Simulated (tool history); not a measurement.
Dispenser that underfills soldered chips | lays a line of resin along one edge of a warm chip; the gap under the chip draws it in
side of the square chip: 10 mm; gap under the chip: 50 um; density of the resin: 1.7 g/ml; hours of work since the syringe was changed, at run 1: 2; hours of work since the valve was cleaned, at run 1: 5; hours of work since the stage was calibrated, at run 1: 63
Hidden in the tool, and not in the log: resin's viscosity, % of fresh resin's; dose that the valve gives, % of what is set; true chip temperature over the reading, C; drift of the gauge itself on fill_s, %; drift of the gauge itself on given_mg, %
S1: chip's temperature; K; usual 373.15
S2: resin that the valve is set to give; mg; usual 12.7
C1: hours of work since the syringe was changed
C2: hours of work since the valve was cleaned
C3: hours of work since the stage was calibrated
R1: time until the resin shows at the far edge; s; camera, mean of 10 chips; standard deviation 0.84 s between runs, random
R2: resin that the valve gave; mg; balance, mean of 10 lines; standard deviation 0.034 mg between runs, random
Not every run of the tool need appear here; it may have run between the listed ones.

run 1 day=0 | S1=373.15 S2=12.7 | C1=2 C2=5 C3=63 | R1=91.8 R2=12.67
-- day=0.554 new syringe of resin
run 2 day=0.608 | S1=373.15 S2=12.7 | C1=1 C2=14 C3=73 | R1=83.8 R2=12.57
run 3 day=1.017 | S1=360.15 S2=12.7 | C1=7 C2=20 C3=79 | R1=204.8 R2=12.52
-- day=1.292 new syringe of resin
run 4 day=1.762 | S1=360.15 S2=12.7 | C1=7 C2=31 C3=90 | R1=211.8 R2=12.34
-- day=2.008 new syringe of resin
run 5 day=2.346 | S1=360.15 S2=12.7 | C1=5 C2=40 C3=99 | R1=187 R2=12.33
-- day=2.696 new syringe of resin
run 6 day=2.75 | S1=360.15 S2=12.7 | C1=1 C2=46 C3=105 | R1=143.1 R2=12.28
run 7 day=3.254 | S1=378.15 S2=15.7 | C1=8 C2=54 C3=112 | R1=105.8 R2=15.06
-- day=3.392 new syringe of resin
-- day=3.754 dispensing valve cleaned and set on the balance
run 8 day=4.021 | S1=383.15 S2=15.7 | C1=9 C2=4 C3=123 | R1=90.5 R2=15.57
-- day=4.129 new syringe of resin
run 9 day=4.679 | S1=369.15 S2=15.3 | C1=8 C2=14 C3=133 | R1=155.8 R2=15.06
-- day=4.842 new syringe of resin
run 10 day=5.208 | S1=369.15 S2=15.3 | C1=6 C2=22 C3=141 | R1=129.9 R2=15.04

Consider 5 possible next runs. They are alternatives, not a sequence: every one starts from the tool as it was left by run 10. What does each give?
-- day=5.546 new syringe of resin
run A day=5.854 | S1=377.15 S2=15.5 | C1=5 C2=31 C3=150 | R1=? R2=?
-- day=5.546 new syringe of resin
run B day=5.854 | S1=368.15 S2=13.9 | C1=5 C2=31 C3=150 | R1=? R2=?
-- day=5.546 new syringe of resin
run C day=5.854 | S1=380.15 S2=16.5 | C1=5 C2=31 C3=150 | R1=? R2=?
-- day=5.546 new syringe of resin
run D day=5.854 | S1=367.15 S2=13.2 | C1=5 C2=31 C3=150 | R1=? R2=?
-- day=5.546 new syringe of resin
run E day=5.854 | S1=385.15 S2=13.2 | C1=5 C2=31 C3=150 | R1=? R2=?

run=A R1=89.4 R2=15.14
run=B R1=131.5 R2=13.53
run=C R1=79.7 R2=16.03
run=D R1=134.9 R2=12.9
run=E R1=65.4 R2=12.88
Without the tool's hidden state the same runs would have given:
run=A R1=65.7 R2=15.52
run=B R1=96.7 R2=13.87
run=C R1=59 R2=16.43
run=D R1=99 R2=13.22
run=E R1=48.1 R2=13.2
